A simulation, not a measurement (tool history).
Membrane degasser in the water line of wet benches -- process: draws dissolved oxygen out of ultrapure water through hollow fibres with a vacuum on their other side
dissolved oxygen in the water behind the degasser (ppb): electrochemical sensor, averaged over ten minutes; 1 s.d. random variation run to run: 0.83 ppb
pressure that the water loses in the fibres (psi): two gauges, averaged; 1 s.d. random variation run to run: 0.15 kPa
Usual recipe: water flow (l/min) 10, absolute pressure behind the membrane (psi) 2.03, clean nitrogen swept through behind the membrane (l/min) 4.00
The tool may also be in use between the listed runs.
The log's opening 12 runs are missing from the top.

| run | day | water flow (l/min) | absolute pressure behind the membrane (psi) | clean nitrogen swept through behind the membrane (l/min) | dissolved oxygen in the water behind the degasser (ppb) | pressure that the water loses in the fibres (psi) |
|---|---|---|---|---|---|---|
| 13 | 16.433 | 14 | 2.03 | 4.00 | 183.4 | 9.964 |
| 14 | 17.404 | 10 | 2.03 | 4.00 | 96.0 | 7.147 |
| 15 | 18.383 | 10 | 2.03 | 4.00 | 96.2 | 7.114 |
| 16 | 19.583 | 6 | 2.03 | 4.00 | 43.3 | 4.290 |
| 17 | 21.046 | 6 | 2.03 | 4.00 | 43.6 | 4.254 |
| 18 | 22.329 | 14 | 1.23 | 1.97 | 180.4 | 9.987 |
| 19 | 23.129 | 14 | 1.35 | 3.56 | 150.0 | 9.961 |
| 20 | 24.771 | 14 | 5.02 | 2.21 | 533.9 | 9.987 |
| 21 | 26.117 | 14 | 5.02 | 2.21 | 539.1 | 10.026 |
| 22 | 26.988 | 10 | 4.51 | 2.19 | 328.0 | 7.132 |
| 23 | 28.329 | 10 | 3.61 | 4.00 | 161.0 | 7.134 |
| 24 | 29.558 | 13 | 2.44 | 1.86 | 290.9 | 9.320 |

The next listed run, before its measurement:
| 25 | 30.658 | 10 | 2.03 | 7.11 | ? | ? |

{"run 25": {"dissolved oxygen in the water behind the degasser (ppb)": 65.8, "pressure that the water loses in the fibres (psi)": 7.123}}
Without the tool's hidden state the same run would have given dissolved oxygen in the water behind the degasser (ppb) 65.7, pressure that the water loses in the fibres (psi) 7.123.
